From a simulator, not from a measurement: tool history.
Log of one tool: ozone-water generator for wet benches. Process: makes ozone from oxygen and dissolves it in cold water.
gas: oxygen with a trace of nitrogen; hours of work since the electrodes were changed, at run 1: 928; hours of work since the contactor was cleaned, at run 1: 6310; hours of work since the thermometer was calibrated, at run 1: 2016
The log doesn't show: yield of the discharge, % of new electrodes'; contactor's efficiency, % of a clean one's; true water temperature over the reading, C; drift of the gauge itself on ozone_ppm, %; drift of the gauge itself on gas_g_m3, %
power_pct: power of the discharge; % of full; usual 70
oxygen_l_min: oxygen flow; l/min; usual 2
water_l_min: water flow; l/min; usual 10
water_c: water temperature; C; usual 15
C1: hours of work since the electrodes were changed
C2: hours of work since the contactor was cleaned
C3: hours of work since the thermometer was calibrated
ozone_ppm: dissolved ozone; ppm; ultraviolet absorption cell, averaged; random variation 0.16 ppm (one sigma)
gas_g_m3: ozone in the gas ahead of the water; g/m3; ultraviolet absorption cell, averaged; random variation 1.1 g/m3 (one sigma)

run 1 hour=0 | power_pct=70 oxygen_l_min=2 water_l_min=10 water_c=15 | C1=928 C2=6310 C3=2016 | ozone_ppm=19.2 gas_g_m3=204.8
run 2 hour=28.6 | power_pct=70 oxygen_l_min=2 water_l_min=10 water_c=15 | C1=950 C2=6333 C3=2038 | ozone_ppm=19.4 gas_g_m3=204
run 3 hour=73.1 | power_pct=70 oxygen_l_min=2 water_l_min=7 water_c=15 | C1=986 C2=6368 C3=2074 | ozone_ppm=26.6 gas_g_m3=203.4
run 4 hour=96.8 | power_pct=70 oxygen_l_min=2 water_l_min=6 water_c=15 | C1=1005 C2=6387 C3=2093 | ozone_ppm=30.2 gas_g_m3=204.3
run 5 hour=142.1 | power_pct=70 oxygen_l_min=2 water_l_min=10 water_c=15 | C1=1041 C2=6423 C3=2129 | ozone_ppm=19.2 gas_g_m3=201.7
run 6 hour=193.6 | power_pct=70 oxygen_l_min=2 water_l_min=10 water_c=15 | C1=1082 C2=6464 C3=2170 | ozone_ppm=19.1 gas_g_m3=203
run 7 hour=242.7 | power_pct=70 oxygen_l_min=2 water_l_min=10 water_c=15 | C1=1121 C2=6503 C3=2209 | ozone_ppm=19.1 gas_g_m3=202
run 8 hour=288.5 | power_pct=70 oxygen_l_min=2 water_l_min=10 water_c=15 | C1=1157 C2=6539 C3=2245 | ozone_ppm=19.4 gas_g_m3=201.8
run 9 hour=325.7 | power_pct=42 oxygen_l_min=2 water_l_min=10 water_c=15 | C1=1187 C2=6569 C3=2275 | ozone_ppm=12.7 gas_g_m3=136.9
run 10 hour=348.7 | power_pct=70 oxygen_l_min=2 water_l_min=10 water_c=15 | C1=1205 C2=6587 C3=2293 | ozone_ppm=19.2 gas_g_m3=205.4
run 11 hour=382.4 | power_pct=70 oxygen_l_min=2 water_l_min=10 water_c=15 | C1=1232 C2=6614 C3=2320 | ozone_ppm=19.1 gas_g_m3=201.2
run 12 hour=424.5 | power_pct=70 oxygen_l_min=2 water_l_min=10 water_c=15 | C1=1265 C2=6647 C3=2353 | ozone_ppm=19.2 gas_g_m3=202.9
run 13 hour=446.4 | power_pct=70 oxygen_l_min=2 water_l_min=10 water_c=15 | C1=1283 C2=6665 C3=2371 | ozone_ppm=19.2 gas_g_m3=202.6
run 14 hour=490 | power_pct=70 oxygen_l_min=2 water_l_min=10 water_c=15 | C1=1317 C2=6699 C3=2405 | ozone_ppm=19 gas_g_m3=202
run 15 hour=521.2 | power_pct=70 oxygen_l_min=2 water_l_min=10 water_c=15 | C1=1342 C2=6724 C3=2430 | ozone_ppm=19.2 gas_g_m3=203.6
run 16 hour=551.7 | power_pct=70 oxygen_l_min=2 water_l_min=10 water_c=15 | C1=1366 C2=6749 C3=2454 | ozone_ppm=19.1 gas_g_m3=201
run 17 hour=598.1 | power_pct=70 oxygen_l_min=1.42 water_l_min=10 water_c=14 | C1=1403 C2=6785 C3=2491 | ozone_ppm=17.7 gas_g_m3=236.9
run 18 hour=635.4 | power_pct=70 oxygen_l_min=1.42 water_l_min=10 water_c=14 | C1=1433 C2=6815 C3=2521 | ozone_ppm=18.1 gas_g_m3=237.7
run 19 hour=664.1 | power_pct=70 oxygen_l_min=1.42 water_l_min=10 water_c=14 | C1=1456 C2=6838 C3=2544 | ozone_ppm=17.9 gas_g_m3=236.8
run 20 hour=712.3 | power_pct=52 oxygen_l_min=1.25 water_l_min=10 water_c=15 | C1=1494 C2=6876 C3=2582 | ozone_ppm=13.8 gas_g_m3=199.8
run 21 hour=742.1 | power_pct=80 oxygen_l_min=2 water_l_min=10 water_c=8 | C1=1518 C2=6900 C3=2606 | ozone_ppm=22.6 gas_g_m3=223.9
run 22 hour=782 | power_pct=80 oxygen_l_min=2 water_l_min=10 water_c=8 | C1=1549 C2=6932 C3=2637 | ozone_ppm=22.8 gas_g_m3=220.1
run 23 hour=806 | power_pct=93 oxygen_l_min=2 water_l_min=7 water_c=16 | C1=1569 C2=6951 C3=2656 | ozone_ppm=32.2 gas_g_m3=249.9
run 24 hour=836.4 | power_pct=87 oxygen_l_min=1.57 water_l_min=10 water_c=8 | C1=1593 C2=6975 C3=2681 | ozone_ppm=22.9 gas_g_m3=264.3
run 25 hour=870.1 | power_pct=87 oxygen_l_min=1.57 water_l_min=10 water_c=8 | C1=1620 C2=7002 C3=2707 | ozone_ppm=22.8 gas_g_m3=264.4
run 26 hour=907.7 | power_pct=70 oxygen_l_min=2.06 water_l_min=9 water_c=15 | C1=1649 C2=7032 C3=2737 | ozone_ppm=20.8 gas_g_m3=196.9
run 27 hour=933.4 | power_pct=46 oxygen_l_min=2.06 water_l_min=9 water_c=15 | C1=1670 C2=7052 C3=2758 | ozone_ppm=15.2 gas_g_m3=143
run 28 hour=967.4 | power_pct=62 oxygen_l_min=2.06 water_l_min=9 water_c=12 | C1=1697 C2=7079 C3=2785 | ozone_ppm=19.5 gas_g_m3=178.6
run 29 hour=1003.1 | power_pct=70 oxygen_l_min=2 water_l_min=13 water_c=15 | C1=1725 C2=7107 C3=2813 | ozone_ppm=14.3 gas_g_m3=201
run 30 hour=1051 | power_pct=63 oxygen_l_min=2.08 water_l_min=8 water_c=15 | C1=1763 C2=7146 C3=2851 | ozone_ppm=21.3 gas_g_m3=183.1
run 31 hour=1093.2 | power_pct=41 oxygen_l_min=2 water_l_min=6 water_c=15 | C1=1797 C2=7179 C3=2885 | ozone_ppm=19.2 gas_g_m3=132.3
run 32 hour=1119.2 | power_pct=41 oxygen_l_min=2.73 water_l_min=6 water_c=10 | C1=1818 C2=7200 C3=2905 | ozone_ppm=20.8 gas_g_m3=113.1

The same runs without the tool's hidden state, with the same run-to-run variation:
run=1 ozone_ppm=20.7 gas_g_m3=207.1
run=2 ozone_ppm=20.8 gas_g_m3=206.4
run=3 ozone_ppm=28.2 gas_g_m3=206
run=4 ozone_ppm=31.9 gas_g_m3=206.9
run=5 ozone_ppm=20.7 gas_g_m3=204.5
run=6 ozone_ppm=20.7 gas_g_m3=206
run=7 ozone_ppm=20.7 gas_g_m3=205.2
run=8 ozone_ppm=21 gas_g_m3=205.2
run=9 ozone_ppm=13.6 gas_g_m3=138.3
run=10 ozone_ppm=20.8 gas_g_m3=209
run=11 ozone_ppm=20.7 gas_g_m3=204.9
run=12 ozone_ppm=20.9 gas_g_m3=206.8
run=13 ozone_ppm=20.9 gas_g_m3=206.5
run=14 ozone_ppm=20.7 gas_g_m3=206.1
run=15 ozone_ppm=20.9 gas_g_m3=207.8
run=16 ozone_ppm=20.8 gas_g_m3=205.3
run=17 ozone_ppm=19.3 gas_g_m3=242.3
run=18 ozone_ppm=19.8 gas_g_m3=243.2
run=19 ozone_ppm=19.5 gas_g_m3=242.4
run=20 ozone_ppm=15 gas_g_m3=203.5
run=21 ozone_ppm=24.8 gas_g_m3=230.1
run=22 ozone_ppm=25.1 gas_g_m3=226.4
run=23 ozone_ppm=35 gas_g_m3=258
run=24 ozone_ppm=25.3 gas_g_m3=272.7
run=25 ozone_ppm=25.1 gas_g_m3=273
run=26 ozone_ppm=22.8 gas_g_m3=202.5
run=27 ozone_ppm=16.5 gas_g_m3=145.8
run=28 ozone_ppm=21.4 gas_g_m3=183.3
run=29 ozone_ppm=16 gas_g_m3=207.1
run=30 ozone_ppm=23.3 gas_g_m3=188.3
run=31 ozone_ppm=20.5 gas_g_m3=134.7
run=32 ozone_ppm=22.2 gas_g_m3=115.2

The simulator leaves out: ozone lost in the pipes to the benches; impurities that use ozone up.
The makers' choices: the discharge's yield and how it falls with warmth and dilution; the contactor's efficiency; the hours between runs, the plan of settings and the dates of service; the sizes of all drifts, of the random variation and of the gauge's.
